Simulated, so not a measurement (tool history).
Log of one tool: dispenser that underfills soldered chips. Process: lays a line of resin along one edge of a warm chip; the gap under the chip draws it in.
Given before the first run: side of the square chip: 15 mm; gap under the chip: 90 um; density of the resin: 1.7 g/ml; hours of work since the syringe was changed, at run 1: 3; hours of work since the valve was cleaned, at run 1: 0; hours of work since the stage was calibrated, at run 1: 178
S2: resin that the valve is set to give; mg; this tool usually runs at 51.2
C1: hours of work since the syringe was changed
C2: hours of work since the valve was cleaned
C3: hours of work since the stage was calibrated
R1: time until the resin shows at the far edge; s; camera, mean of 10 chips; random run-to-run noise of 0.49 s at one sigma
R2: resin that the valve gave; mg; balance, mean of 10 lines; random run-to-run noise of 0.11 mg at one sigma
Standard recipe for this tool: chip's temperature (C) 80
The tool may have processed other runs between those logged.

Run 1, hour 0.0: usual settings; C1 3; C2 0; C3 178. Result: R1 51.4 s, R2 51.11 mg.
Run 2, hour 8.4: usual settings; C1 8; C2 5; C3 184. Result: R1 74.4 s, R2 51.05 mg.
At hour 10.9: new syringe of resin.
Run 3, hour 17.7: usual settings; C1 4; C2 11; C3 190. Result: R1 57.4 s, R2 50.99 mg.
At hour 26.6: new syringe of resin.
Run 4, hour 26.7: usual settings; C1 0; C2 17; C3 195. Result: R1 41.9 s, R2 50.76 mg.
Run 5, hour 32.8: usual settings; C1 4; C2 21; C3 199. Result: R1 54.3 s, R2 50.59 mg.
Run 6, hour 39.6: usual settings but chip's temperature (C) 74; C1 8; C2 25; C3 204. Result: R1 96.2 s, R2 50.56 mg.
At hour 42.4: new syringe of resin.
Run 7, hour 46.6: usual settings but chip's temperature (C) 74; C1 3; C2 30; C3 208. Result: R1 63.6 s, R2 50.56 mg.
Run 8, hour 51.8: usual settings but S2 46.8 mg; C1 6; C2 33; C3 212. Result: R1 64.0 s, R2 46.09 mg.
Run 9, hour 56.0: usual settings but S2 57.1 mg; C1 9; C2 36; C3 214. Result: R1 74.3 s, R2 56.17 mg.
At hour 57.8: new syringe of resin.
Run 10, hour 64.1: usual settings but S2 57.1 mg; C1 4; C2 41; C3 219. Result: R1 52.9 s, R2 55.94 mg.
Run 11, hour 71.6: usual settings but S2 57.1 mg; C1 9; C2 46; C3 224. Result: R1 75.4 s, R2 55.88 mg.
At hour 73.0: new syringe of resin.
Run 12, hour 80.0: usual settings but S2 57.1 mg; C1 5; C2 51; C3 230. Result: R1 57.0 s, R2 55.46 mg.
At hour 88.7: new syringe of resin.
Run 13, hour 90.5: usual settings but S2 53.2 mg; C1 1; C2 58; C3 236. Result: R1 45.6 s, R2 51.97 mg.
Run 14, hour 98.5: usual settings but S2 53.2 mg; C1 6; C2 63; C3 241. Result: R1 63.5 s, R2 51.70 mg.
At hour 104.1: new syringe of resin.
Run 15, hour 106.7: usual settings but S2 53.2 mg; C1 2; C2 68; C3 247. Result: R1 44.9 s, R2 51.50 mg.
Run 16, hour 112.4: usual settings but S2 53.2 mg; C1 5; C2 72; C3 250. Result: R1 57.0 s, R2 51.29 mg.
Run 17, hour 118.0: usual settings but chip's temperature (C) 68, S2 57.2 mg; C1 9; C2 76; C3 254. Result: R1 130.3 s, R2 55.21 mg.
At hour 119.5: new syringe of resin.
Run 18, hour 126.2: usual settings but chip's temperature (C) 93, S2 48.6 mg; C1 4; C2 81; C3 259. Result: R1 33.1 s, R2 46.98 mg.
Run 19, hour 133.2: usual settings but chip's temperature (C) 84, S2 62.8 mg; C1 9; C2 85; C3 264. Result: R1 65.4 s, R2 60.28 mg.
At hour 135.1: new syringe of resin.
Run 20, hour 140.6: usual settings but chip's temperature (C) 94, S2 52.1 mg; C1 4; C2 90; C3 268. Result: R1 30.6 s, R2 49.95 mg.
Run 21, hour 147.3: usual settings but chip's temperature (C) 94, S2 52.1 mg; C1 8; C2 94; C3 273. Result: R1 40.4 s, R2 49.81 mg.
At hour 150.5: new syringe of resin.
At hour 154.0: dispensing valve cleaned and set on the balance.
Run 22, hour 154.0: usual settings but chip's temperature (C) 94, S2 52.1 mg; C1 2; C2 0; C3 276. Result: R1 26.0 s, R2 52.15 mg.
Run 23, hour 160.6: usual settings but chip's temperature (C) 87, S2 65.5 mg; C1 6; C2 4; C3 281. Result: R1 46.3 s, R2 65.41 mg.
At hour 167.5: new syringe of resin.
Run 24, hour 170.0: usual settings but chip's temperature (C) 84; C1 2; C2 10; C3 287. Result: R1 40.3 s, R2 51.23 mg.
Run 25, hour 176.2: usual settings but chip's temperature (C) 84; C1 6; C2 14; C3 291. Result: R1 54.5 s, R2 50.73 mg.
Run 26, hour 181.8: usual settings but chip's temperature (C) 76, S2 53.1 mg; C1 9; C2 18; C3 294. Result: R1 96.5 s, R2 52.68 mg.
At hour 182.9: new syringe of resin.
Run 27, hour 191.7: usual settings but chip's temperature (C) 70, S2 61.9 mg; C1 6; C2 24; C3 301. Result: R1 95.9 s, R2 61.20 mg.
Run 28, hour 196.5: usual settings but chip's temperature (C) 77, S2 53.4 mg; C1 9; C2 27; C3 304. Result: R1 87.0 s, R2 52.85 mg.
At hour 198.2: new syringe of resin.
Run 29, hour 203.5: usual settings but chip's temperature (C) 77, S2 53.4 mg; C1 3; C2 32; C3 308. Result: R1 61.1 s, R2 52.59 mg.
Run 30, hour 211.2: usual settings but chip's temperature (C) 78, S2 45.6 mg; C1 8; C2 37; C3 313. Result: R1 83.6 s, R2 44.74 mg.
At hour 213.6: new syringe of resin.
At hour 216.5: stage's temperature calibrated.
Run 31, hour 220.9: usual settings but chip's temperature (C) 92; C1 4; C2 42; C3 3. Result: R1 30.8 s, R2 50.05 mg.
Run 32, hour 228.6: usual settings but chip's temperature (C) 92; C1 9; C2 47; C3 8. Result: R1 43.2 s, R2 49.94 mg.

Take each entry between the runs: how does the hidden state at the last listed run before it differ from the hidden state at the first listed run after it?
Logged between run 2 and run 3: new syringe of resin (hour 10.9)
  resin's viscosity, % of fresh resin's: 178.5 -> 136.2; dose that the valve gives, % of what is set: 99.85 -> 99.56; true chip temperature over the reading, C: -1.16 -> -1.21
  measured result minus the result with no hidden state, R1: +34.6 -> +17.3 s; R2: -0.07 -> -0.22 mg
Logged between run 3 and run 4: new syringe of resin (hour 26.6)
  resin's viscosity, % of fresh resin's: 136.2 -> 101.2; dose that the valve gives, % of what is set: 99.56 -> 99.32; true chip temperature over the reading, C: -1.21 -> -1.25
  measured result minus the result with no hidden state, R1: +17.3 -> +2.7 s; R2: -0.22 -> -0.35 mg
Logged between run 6 and run 7: new syringe of resin (hour 42.4)
  resin's viscosity, % of fresh resin's: 179.2 -> 118.8; dose that the valve gives, % of what is set: 98.92 -> 98.7; true chip temperature over the reading, C: -1.31 -> -1.34
  measured result minus the result with no hidden state, R1: +45.9 -> +13.3 s; R2: -0.55 -> -0.66 mg
Logged between run 9 and run 10: new syringe of resin (hour 57.8)
  resin's viscosity, % of fresh resin's: 180.4 -> 131.6; dose that the valve gives, % of what is set: 98.39 -> 98.12; true chip temperature over the reading, C: -1.39 -> -1.43
  measured result minus the result with no hidden state, R1: +35.4 -> +15.2 s; R2: -0.92 -> -1.07 mg
Logged between run 11 and run 12: new syringe of resin (hour 73.0)
  resin's viscosity, % of fresh resin's: 183.8 -> 137.8; dose that the valve gives, % of what is set: 97.89 -> 97.65; true chip temperature over the reading, C: -1.47 -> -1.51
  measured result minus the result with no hidden state, R1: +37.0 -> +18.4 s; R2: -1.21 -> -1.33 mg
Logged between run 12 and run 13: new syringe of resin (hour 88.7)
  resin's viscosity, % of fresh resin's: 137.8 -> 108.1; dose that the valve gives, % of what is set: 97.65 -> 97.36; true chip temperature over the reading, C: -1.51 -> -1.55
  measured result minus the result with no hidden state, R1: +18.4 -> +6.2 s; R2: -1.33 -> -1.41 mg
Logged between run 14 and run 15: new syringe of resin (hour 104.1)
  resin's viscosity, % of fresh resin's: 154 -> 109.9; dose that the valve gives, % of what is set: 97.09 -> 96.82; true chip temperature over the reading, C: -1.59 -> -1.63
  measured result minus the result with no hidden state, R1: +25.3 -> +7.0 s; R2: -1.54 -> -1.69 mg
Logged between run 17 and run 18: new syringe of resin (hour 119.5)
  resin's viscosity, % of fresh resin's: 181.8 -> 136; dose that the valve gives, % of what is set: 96.5 -> 96.26; true chip temperature over the reading, C: -1.68 -> -1.72
  measured result minus the result with no hidden state, R1: +64.1 -> +10.7 s; R2: -2.00 -> -1.83 mg
Logged between run 19 and run 20: new syringe of resin (hour 135.1)
  resin's viscosity, % of fresh resin's: 185 -> 128.7; dose that the valve gives, % of what is set: 96.05 -> 95.85; true chip temperature over the reading, C: -1.75 -> -1.79
  measured result minus the result with no hidden state, R1: +32.7 -> +8.5 s; R2: -2.48 -> -2.16 mg
Logged between run 21 and run 22: new syringe of resin (hour 150.5); dispensing valve cleaned and set on the balance (hour 154.0)
  resin's viscosity, % of fresh resin's: 173 -> 110.9; dose that the valve gives, % of what is set: 95.62 -> 100.09; true chip temperature over the reading, C: -1.82 -> -1.85
  measured result minus the result with no hidden state, R1: +19.0 -> +4.2 s; R2: -2.28 -> +0.05 mg
Logged between run 23 and run 24: new syringe of resin (hour 167.5)
  resin's viscosity, % of fresh resin's: 149 -> 113.2; dose that the valve gives, % of what is set: 99.88 -> 99.6; true chip temperature over the reading, C: -1.88 -> -1.93
  measured result minus the result with no hidden state, R1: +17.5 -> +7.5 s; R2: -0.08 -> -0.20 mg
Logged between run 26 and run 27: new syringe of resin (hour 182.9)
  resin's viscosity, % of fresh resin's: 190.9 -> 145.1; dose that the valve gives, % of what is set: 99.23 -> 98.95; true chip temperature over the reading, C: -1.98 -> -2.03
  measured result minus the result with no hidden state, R1: +49.9 -> +35.6 s; R2: -0.41 -> -0.65 mg
Logged between run 28 and run 29: new syringe of resin (hour 198.2)
  resin's viscosity, % of fresh resin's: 179 -> 125.8; dose that the valve gives, % of what is set: 98.79 -> 98.58; true chip temperature over the reading, C: -2.06 -> -2.09
  measured result minus the result with no hidden state, R1: +42.5 -> +16.8 s; R2: -0.65 -> -0.76 mg
Logged between run 30 and run 31: new syringe of resin (hour 213.6); stage's temperature calibrated (hour 216.5)
  resin's viscosity, % of fresh resin's: 176.3 -> 131.8; dose that the valve gives, % of what is set: 98.34 -> 98.07; true chip temperature over the reading, C: -2.12 -> 0.2
  measured result minus the result with no hidden state, R1: +40.5 -> +7.4 s; R2: -0.76 -> -0.99 mg
